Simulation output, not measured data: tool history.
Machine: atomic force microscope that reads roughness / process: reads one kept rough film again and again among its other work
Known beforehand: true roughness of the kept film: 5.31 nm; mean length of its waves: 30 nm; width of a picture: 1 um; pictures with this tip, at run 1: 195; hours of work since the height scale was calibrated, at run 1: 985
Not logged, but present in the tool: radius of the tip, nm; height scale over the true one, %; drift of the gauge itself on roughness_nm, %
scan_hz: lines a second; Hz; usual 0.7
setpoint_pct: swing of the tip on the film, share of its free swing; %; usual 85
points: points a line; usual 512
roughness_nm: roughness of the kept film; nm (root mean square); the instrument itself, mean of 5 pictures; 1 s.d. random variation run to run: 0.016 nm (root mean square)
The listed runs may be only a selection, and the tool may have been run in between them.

run    hour  scan_hz  setpoint_pct  points  pictures with this tip  hours of work since the height scale was calibrated  roughness_nm
  1       0      0.7            85     512                     195                                                  985         3.504
  2    31.2      0.7            85     512                     252                                                 1009         3.409
  3    56.4      0.7            85     512                     298                                                 1028         3.313
       75.8  -- new tip fitted
  4    88.9      0.7            85     512                      24                                                 1053         3.859
  5   128.4      0.7            85     512                      95                                                 1083         3.691
  6     151      0.7            85     512                     136                                                 1101         3.595
  7   180.7      0.7            85     512                     190                                                 1124         3.508
  8   214.6      0.7            85     512                     252                                                 1150         3.378
  9   248.9      0.7            85     512                     314                                                 1176         3.256
      256.9  -- new tip fitted
 10   277.8      0.7            85     512                      38                                                 1198         3.885
 11   305.5      0.7            85     512                      88                                                 1219         3.746
 12   349.2      0.7            85     512                     167                                                 1253         3.597
 13   385.7      0.7            74     512                     234                                                 1281         3.582
 14     406      0.7            74     512                     270                                                 1297         3.533
      440.9  -- new tip fitted
 15   441.7      0.7            74     512                       1                                                 1324         4.139
 16   485.3    3.494            85     512                      81                                                 1357         2.916
 17   515.8      0.7            85     512                     136                                                 1381         3.699
 18   549.1      0.7            80     512                     197                                                 1406         3.602
 19   569.3      0.7            80     512                     233                                                 1422         3.552
 20   596.1      0.7            85     512                     282                                                 1443         3.398
      622.7  -- new tip fitted
 21   631.3      0.7            85     512                      16                                                 1469         3.929
 22   648.9      0.7            85     512                      48                                                 1483         3.864
 23   681.8      0.7            85     512                     108                                                 1508         3.769
 24   724.9      0.7            75     512                     186                                                 1541         3.714
 25   757.3      0.7            85     512                     245                                                 1566         3.495
 26   794.6      0.7            85     512                     312                                                 1595          3.34
      803.5  -- new tip fitted
      804.5  -- height scale calibrated on a step standard
 27   838.2    3.542            74     324                      61                                                   26         3.348
 28   877.3    3.542            73     520                     132                                                   56         3.281
 29   905.5    1.142            85     512                     183                                                   78         3.465
 30   948.7    0.667            71     871                     261                                                  111         3.625
 31   980.2    1.354            61     279                     319                                                  135         3.492
      987.3  -- new tip fitted
     1000.4  -- height scale calibrated on a step standard, once more
 32  1000.7    0.983            61     279                      22                                                    0         4.014
 33  1020.1    0.983            62     542                      57                                                   15         3.939
 34  1051.2    0.983            62     542                     114                                                   39         3.844
 35  1089.7    1.986            82     512                     184                                                   69         3.164
 36  1132.1    2.165            82     361                     261                                                  101         2.969
 37  1158.5    2.165            82     361                     309                                                  122         2.879
     1169.8  -- new tip fitted
 38  1188.9      0.7            85     811                      35                                                  145          3.87
 39  1209.3    2.846            75     792                      72                                                  160         3.378
 40  1239.5     3.76            78     390                     127                                                  184         2.973
 41    1283    0.559            85     316                     206                                                  217         3.551
 42  1326.1    0.559            85     316                     284                                                  250         3.363
     1353.8  -- new tip fitted
 43  1354.7    3.041            72     692                       1                                                  272         3.618
 44  1393.1    3.041            72     692                      71                                                  301         3.453
 45  1427.8    1.236            85     791                     134                                                  328         3.449
 46    1457    1.236            85     791                     187                                                  351         3.354
 47  1490.5    1.236            85     871                     248                                                  376         3.254
 48  1533.5    2.738            85     871                     326                                                  410         2.685
     1536.9  -- new tip fitted
 49  1563.7    0.541            85    1008                      49                                                  432         3.912
 50  1596.5    0.541            85    1008                     108                                                  458          3.78
 51    1635     1.59            61    1008                     178                                                  487         3.637
 52  1659.8    0.587            64     285                     223                                                  506         3.639

3 ways to go on from here, each from the tool as it stands after run 52. What would each give?
  A  1685    1.154            64     285                     269                                                  526             ?
  B  1685    1.212            61     597                     269                                                  526             ?
  C  1685    0.593            84    1013                     269                                                  526             ?

run  roughness_nm
  A         3.453
  B         3.509
  C         3.429
Without the tool's hidden state the same runs would have given:
run  roughness_nm
  A         4.064
  B         4.127
  C         4.035

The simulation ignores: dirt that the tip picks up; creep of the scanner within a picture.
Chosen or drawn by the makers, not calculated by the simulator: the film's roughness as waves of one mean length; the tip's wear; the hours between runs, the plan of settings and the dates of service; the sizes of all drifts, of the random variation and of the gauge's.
